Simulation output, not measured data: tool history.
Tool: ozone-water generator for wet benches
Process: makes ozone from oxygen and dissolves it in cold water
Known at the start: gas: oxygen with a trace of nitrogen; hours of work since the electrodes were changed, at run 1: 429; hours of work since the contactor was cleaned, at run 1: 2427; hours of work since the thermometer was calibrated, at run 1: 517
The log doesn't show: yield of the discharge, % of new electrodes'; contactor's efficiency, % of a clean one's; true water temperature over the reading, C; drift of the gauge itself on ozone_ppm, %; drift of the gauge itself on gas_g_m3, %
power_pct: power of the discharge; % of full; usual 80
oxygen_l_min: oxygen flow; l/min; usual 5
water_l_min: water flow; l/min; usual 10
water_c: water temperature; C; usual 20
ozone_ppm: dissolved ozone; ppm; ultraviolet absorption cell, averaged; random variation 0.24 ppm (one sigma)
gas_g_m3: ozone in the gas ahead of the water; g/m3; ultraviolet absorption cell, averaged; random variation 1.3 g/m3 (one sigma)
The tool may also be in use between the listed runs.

run,day,power_pct,oxygen_l_min,water_l_min,water_c,hours of work since the electrodes were changed,hours of work since the contactor was cleaned,hours of work since the thermometer was calibrated,ozone_ppm,gas_g_m3
1,0,80,5,10,20,429,2427,517,32.4,239.1
2,0.896,80,5,10,20,444,2442,532,32.6,242.6
3,2.396,80,5,10,13,469,2467,557,37.1,239.6
4,4.179,45,5,10,13,498,2496,586,26.8,174.5
5,6.325,80,5,10,20,533,2531,621,32.1,240.2
# day 6.446: water thermometer calibrated
6,8.017,80,5,10,20,561,2559,26,32.1,238
7,9.596,80,5,7,20,587,2585,52,38.7,238.1

Run 8 comes next. What will it give?
8,10.958,80,5,7,20,609,2607,74,?,?

ozone_ppm: 38.5 ppm
gas_g_m3: 240.4 g/m3
Without the tool's hidden state the same run would have given ozone_ppm 42.9 ppm, gas_g_m3 247.9 g/m3.
